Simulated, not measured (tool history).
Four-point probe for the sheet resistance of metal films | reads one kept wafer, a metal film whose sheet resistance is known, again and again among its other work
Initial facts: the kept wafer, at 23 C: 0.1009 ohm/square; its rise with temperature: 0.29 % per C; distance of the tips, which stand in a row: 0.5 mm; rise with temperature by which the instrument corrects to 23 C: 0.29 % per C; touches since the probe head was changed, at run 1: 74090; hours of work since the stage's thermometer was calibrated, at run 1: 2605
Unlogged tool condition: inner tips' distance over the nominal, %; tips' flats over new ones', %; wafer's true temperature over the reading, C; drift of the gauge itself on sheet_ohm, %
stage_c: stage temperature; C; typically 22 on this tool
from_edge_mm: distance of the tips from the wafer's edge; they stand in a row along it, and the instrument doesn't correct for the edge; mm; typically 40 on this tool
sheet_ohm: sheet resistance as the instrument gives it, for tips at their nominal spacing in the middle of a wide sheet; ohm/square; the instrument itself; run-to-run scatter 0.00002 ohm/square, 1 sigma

run,hour,stage_c,from_edge_mm,touches since the probe head was changed,hours of work since the stage's thermometer was calibrated,sheet_ohm
1,0,22,40,74090,2605,0.10229
2,107.5,22,40,78414,2673,0.102331
3,171.2,22,5,80972,2713,0.10297
4,247.2,22,5,84026,2761,0.103062
# hour 265: stage's thermometer calibrated
5,309.9,22,24,86529,28,0.102263
# hour 411.8: new probe head fitted
6,429.3,22,40,700,102,0.101676
7,550.5,26,40,5574,179,0.101756
8,645.7,22,26,9399,238,0.101845
9,708.4,22,26,11920,278,0.101852
10,816.7,22,15,16275,346,0.101999
11,950.3,22,15,21646,430,0.102088
12,1040.9,22,40,25288,486,0.102064
13,1145,29,40,29473,552,0.102178
14,1258.4,29,69,34031,623,0.102273
15,1387.8,29,69,39233,704,0.102405
16,1454.6,22,40,41919,746,0.102414
17,1536.7,22,40,45219,798,0.102477
18,1641.3,22,40,49422,863,0.102553
19,1770.4,33,63,54614,944,0.102721
20,1862.6,33,63,58321,1002,0.102752
21,1932.4,28,4,61127,1046,0.103649
22,2031.3,25,63,65100,1108,0.102834
23,2139.4,18,6,69446,1176,0.103314
24,2263.5,22,3,74437,1254,0.104538
25,2358.9,22,3,78272,1314,0.104639
26,2429.9,22,3,81126,1358,0.10463
27,2512.9,22,3,84463,1410,0.104744
28,2618.1,22,3,88692,1476,0.104781
# hour 2662.5: new probe head fitted
29,2709.5,20,3,1887,1533,0.102086
30,2816.8,31,3,6203,1601,0.102228
31,2905.5,27,23,9766,1656,0.100837
32,3000.7,27,23,13593,1716,0.100895
33,3073.3,27,23,16513,1761,0.100955

Branching from run 33: 5 alternative next runs. What would each branch give?
A,3173.8,22,6,20553,1825,?
B,3173.8,23,65,20553,1825,?
C,3173.8,35,31,20553,1825,?
D,3173.8,29,40,20553,1825,?
E,3173.8,21,4,20553,1825,?

run,sheet_ohm
A,0.101353
B,0.101005
C,0.101063
D,0.101011
E,0.101863
Had the tool no hidden state, the same runs would have come out as:
run,sheet_ohm
A,0.101258
B,0.100911
C,0.100975
D,0.10092
E,0.101767
